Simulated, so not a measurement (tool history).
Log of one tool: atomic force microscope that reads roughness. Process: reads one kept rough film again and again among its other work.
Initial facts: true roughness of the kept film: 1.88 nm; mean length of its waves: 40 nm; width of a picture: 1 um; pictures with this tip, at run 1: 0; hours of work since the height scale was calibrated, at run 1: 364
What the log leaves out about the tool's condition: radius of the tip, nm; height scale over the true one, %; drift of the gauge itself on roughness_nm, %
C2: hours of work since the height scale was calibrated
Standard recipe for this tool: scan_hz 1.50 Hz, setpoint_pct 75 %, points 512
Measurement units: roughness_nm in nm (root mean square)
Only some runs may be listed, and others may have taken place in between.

{"run": 1, "day": 0.0, "scan_hz": 1.5, "setpoint_pct": 75, "points": 512, "pictures with this tip": 0, "C2": 364, "roughness_nm": 1.692}
{"run": 2, "day": 1.275, "scan_hz": 1.5, "setpoint_pct": 75, "points": 512, "pictures with this tip": 31, "C2": 382, "roughness_nm": 1.676}
{"run": 3, "day": 2.008, "scan_hz": 1.5, "setpoint_pct": 75, "points": 512, "pictures with this tip": 49, "C2": 392, "roughness_nm": 1.65}
{"run": 4, "day": 2.875, "scan_hz": 1.5, "setpoint_pct": 75, "points": 512, "pictures with this tip": 70, "C2": 405, "roughness_nm": 1.639}
{"day": 3.592, "done": "new tip fitted"}
{"run": 5, "day": 4.05, "scan_hz": 1.5, "setpoint_pct": 75, "points": 512, "pictures with this tip": 11, "C2": 421, "roughness_nm": 1.688}
{"run": 6, "day": 5.204, "scan_hz": 1.5, "setpoint_pct": 64, "points": 512, "pictures with this tip": 38, "C2": 437, "roughness_nm": 1.731}
{"run": 7, "day": 6.421, "scan_hz": 1.5, "setpoint_pct": 64, "points": 512, "pictures with this tip": 68, "C2": 454, "roughness_nm": 1.7}
{"day": 7.188, "done": "new tip fitted"}
{"run": 8, "day": 8.075, "scan_hz": 1.5, "setpoint_pct": 64, "points": 512, "pictures with this tip": 21, "C2": 477, "roughness_nm": 1.73}
{"run": 9, "day": 9.417, "scan_hz": 1.5, "setpoint_pct": 82, "points": 512, "pictures with this tip": 54, "C2": 496, "roughness_nm": 1.602}
{"day": 10.704, "done": "new tip fitted"}
{"run": 10, "day": 10.779, "scan_hz": 1.5, "setpoint_pct": 75, "points": 285, "pictures with this tip": 2, "C2": 515, "roughness_nm": 1.672}
{"run": 11, "day": 12.462, "scan_hz": 1.5, "setpoint_pct": 75, "points": 285, "pictures with this tip": 43, "C2": 539, "roughness_nm": 1.648}
{"run": 12, "day": 13.325, "scan_hz": 1.5, "setpoint_pct": 75, "points": 285, "pictures with this tip": 64, "C2": 551, "roughness_nm": 1.637}
{"day": 14.167, "done": "new tip fitted"}
{"run": 13, "day": 14.896, "scan_hz": 1.5, "setpoint_pct": 75, "points": 285, "pictures with this tip": 17, "C2": 573, "roughness_nm": 1.667}
{"run": 14, "day": 15.992, "scan_hz": 1.5, "setpoint_pct": 75, "points": 976, "pictures with this tip": 44, "C2": 588, "roughness_nm": 1.656}
{"run": 15, "day": 16.946, "scan_hz": 3.81, "setpoint_pct": 75, "points": 976, "pictures with this tip": 67, "C2": 602, "roughness_nm": 1.48}
{"day": 17.738, "done": "new tip fitted"}
{"run": 16, "day": 18.242, "scan_hz": 1.5, "setpoint_pct": 75, "points": 512, "pictures with this tip": 12, "C2": 620, "roughness_nm": 1.688}
{"run": 17, "day": 19.738, "scan_hz": 1.5, "setpoint_pct": 75, "points": 512, "pictures with this tip": 48, "C2": 641, "roughness_nm": 1.656}
{"day": 21.262, "done": "new tip fitted"}
{"run": 18, "day": 21.262, "scan_hz": 0.63, "setpoint_pct": 75, "points": 512, "pictures with this tip": 0, "C2": 662, "roughness_nm": 1.775}
{"run": 19, "day": 22.333, "scan_hz": 0.63, "setpoint_pct": 75, "points": 512, "pictures with this tip": 26, "C2": 677, "roughness_nm": 1.744}
{"run": 20, "day": 23.412, "scan_hz": 1.5, "setpoint_pct": 75, "points": 512, "pictures with this tip": 52, "C2": 692, "roughness_nm": 1.648}
{"run": 21, "day": 24.554, "scan_hz": 1.5, "setpoint_pct": 75, "points": 512, "pictures with this tip": 80, "C2": 708, "roughness_nm": 1.637}
{"day": 24.733, "done": "new tip fitted"}
{"run": 22, "day": 25.921, "scan_hz": 1.5, "setpoint_pct": 75, "points": 512, "pictures with this tip": 28, "C2": 727, "roughness_nm": 1.679}
{"run": 23, "day": 27.075, "scan_hz": 1.5, "setpoint_pct": 66, "points": 433, "pictures with this tip": 56, "C2": 744, "roughness_nm": 1.707}
{"run": 24, "day": 27.983, "scan_hz": 2.95, "setpoint_pct": 75, "points": 512, "pictures with this tip": 78, "C2": 757, "roughness_nm": 1.517}
{"day": 28.288, "done": "new tip fitted"}
{"run": 25, "day": 29.796, "scan_hz": 2.71, "setpoint_pct": 74, "points": 800, "pictures with this tip": 37, "C2": 782, "roughness_nm": 1.57}
{"run": 26, "day": 31.458, "scan_hz": 1.59, "setpoint_pct": 75, "points": 260, "pictures with this tip": 77, "C2": 805, "roughness_nm": 1.62}
{"day": 31.896, "done": "new tip fitted"}
{"run": 27, "day": 32.621, "scan_hz": 1.59, "setpoint_pct": 75, "points": 260, "pictures with this tip": 17, "C2": 821, "roughness_nm": 1.65}
{"run": 28, "day": 34.092, "scan_hz": 1.5, "setpoint_pct": 75, "points": 268, "pictures with this tip": 53, "C2": 842, "roughness_nm": 1.635}
{"day": 35.475, "done": "new tip fitted"}
{"run": 29, "day": 35.888, "scan_hz": 2.66, "setpoint_pct": 75, "points": 512, "pictures with this tip": 10, "C2": 867, "roughness_nm": 1.588}
{"run": 30, "day": 36.796, "scan_hz": 0.61, "setpoint_pct": 66, "points": 343, "pictures with this tip": 32, "C2": 880, "roughness_nm": 1.755}
{"run": 31, "day": 38.546, "scan_hz": 0.55, "setpoint_pct": 75, "points": 321, "pictures with this tip": 74, "C2": 905, "roughness_nm": 1.718}
{"day": 38.742, "done": "height scale calibrated on a step standard"}
{"day": 39.042, "done": "new tip fitted"}
{"run": 32, "day": 39.521, "scan_hz": 0.55, "setpoint_pct": 75, "points": 321, "pictures with this tip": 11, "C2": 11, "roughness_nm": 1.755}
{"run": 33, "day": 40.421, "scan_hz": 3.07, "setpoint_pct": 55, "points": 321, "pictures with this tip": 33, "C2": 23, "roughness_nm": 1.699}
{"run": 34, "day": 41.208, "scan_hz": 3.07, "setpoint_pct": 55, "points": 321, "pictures with this tip": 52, "C2": 34, "roughness_nm": 1.696}
{"day": 42.588, "done": "new tip fitted"}
{"run": 35, "day": 42.75, "scan_hz": 1.89, "setpoint_pct": 81, "points": 399, "pictures with this tip": 4, "C2": 56, "roughness_nm": 1.581}
{"run": 36, "day": 44.567, "scan_hz": 1.89, "setpoint_pct": 81, "points": 399, "pictures with this tip": 48, "C2": 82, "roughness_nm": 1.574}
{"run": 37, "day": 45.908, "scan_hz": 0.82, "setpoint_pct": 64, "points": 551, "pictures with this tip": 80, "C2": 100, "roughness_nm": 1.729}
{"day": 46.2, "done": "new tip fitted"}
{"run": 38, "day": 46.746, "scan_hz": 1.33, "setpoint_pct": 64, "points": 856, "pictures with this tip": 13, "C2": 112, "roughness_nm": 1.755}
{"run": 39, "day": 47.692, "scan_hz": 1.33, "setpoint_pct": 64, "points": 856, "pictures with this tip": 36, "C2": 125, "roughness_nm": 1.728}
{"day": 48.538, "done": "height scale calibrated on a step standard, once more"}
{"run": 40, "day": 49.05, "scan_hz": 1.5, "setpoint_pct": 75, "points": 548, "pictures with this tip": 67, "C2": 7, "roughness_nm": 1.655}
{"day": 49.746, "done": "new tip fitted"}
{"run": 41, "day": 50.704, "scan_hz": 1.5, "setpoint_pct": 82, "points": 281, "pictures with this tip": 23, "C2": 30, "roughness_nm": 1.617}
{"run": 42, "day": 51.596, "scan_hz": 1.5, "setpoint_pct": 82, "points": 281, "pictures with this tip": 45, "C2": 43, "roughness_nm": 1.604}
{"run": 43, "day": 52.804, "scan_hz": 1.5, "setpoint_pct": 73, "points": 916, "pictures with this tip": 74, "C2": 60, "roughness_nm": 1.663}
{"day": 53.312, "done": "new tip fitted"}
{"run": 44, "day": 54.3, "scan_hz": 3.73, "setpoint_pct": 61, "points": 316, "pictures with this tip": 23, "C2": 81, "roughness_nm": 1.659}

Predict each of these 4 candidate next runs independently; none follows another, all start after run 44:
{"run": "A", "day": 55.1, "scan_hz": 1.5, "setpoint_pct": 64, "points": 512, "pictures with this tip": 43, "C2": 92, "roughness_nm": "?"}
{"run": "B", "day": 55.1, "scan_hz": 3.73, "setpoint_pct": 84, "points": 745, "pictures with this tip": 43, "C2": 92, "roughness_nm": "?"}
{"run": "C", "day": 55.1, "scan_hz": 2.31, "setpoint_pct": 58, "points": 708, "pictures with this tip": 43, "C2": 92, "roughness_nm": "?"}
{"run": "D", "day": 55.1, "scan_hz": 3.73, "setpoint_pct": 79, "points": 314, "pictures with this tip": 43, "C2": 92, "roughness_nm": "?"}

run=A roughness_nm=1.727
run=B roughness_nm=1.375
run=C roughness_nm=1.724
run=D roughness_nm=1.438
Without the tool's hidden state the same runs would have given:
run=A roughness_nm=1.759
run=B roughness_nm=1.400
run=C roughness_nm=1.756
run=D roughness_nm=1.465
